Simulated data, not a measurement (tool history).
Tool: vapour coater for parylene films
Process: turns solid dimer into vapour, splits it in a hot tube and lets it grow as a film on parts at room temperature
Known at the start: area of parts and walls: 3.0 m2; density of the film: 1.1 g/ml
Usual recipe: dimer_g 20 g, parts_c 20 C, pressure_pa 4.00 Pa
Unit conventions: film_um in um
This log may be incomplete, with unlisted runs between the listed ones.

run	hour	dimer_g	parts_c	pressure_pa	film_um
1	0.0	20	20	4.00	3.44
2	14.3	20	20	4.00	3.52
3	24.6	20	20	4.00	3.48
4	42.4	20	20	4.00	3.51
5	54.3	20	20	4.00	3.44
6	73.8	20	20	4.00	3.50
7	88.5	20	13	4.00	4.12
8	108.7	20	13	4.00	4.14
# hour 110.7: table's thermometer calibrated
9	122.9	20	13	4.00	4.09
# hour 131.6: trap's valve overhauled
10	138.4	20	13	4.00	4.66
11	156.3	20	13	4.00	4.63
12	168.3	20	13	4.00	4.71
13	179.6	20	29	2.61	3.45
14	200.8	23	29	4.78	3.42
15	215.8	20	13	3.49	4.75

The next listed run, before its measurement:
16	232.8	20	13	2.51	?

film_um: 5.14 um
On a tool with no hidden condition, and with the same random variation, this run would have come out at film_um 5.25 um.

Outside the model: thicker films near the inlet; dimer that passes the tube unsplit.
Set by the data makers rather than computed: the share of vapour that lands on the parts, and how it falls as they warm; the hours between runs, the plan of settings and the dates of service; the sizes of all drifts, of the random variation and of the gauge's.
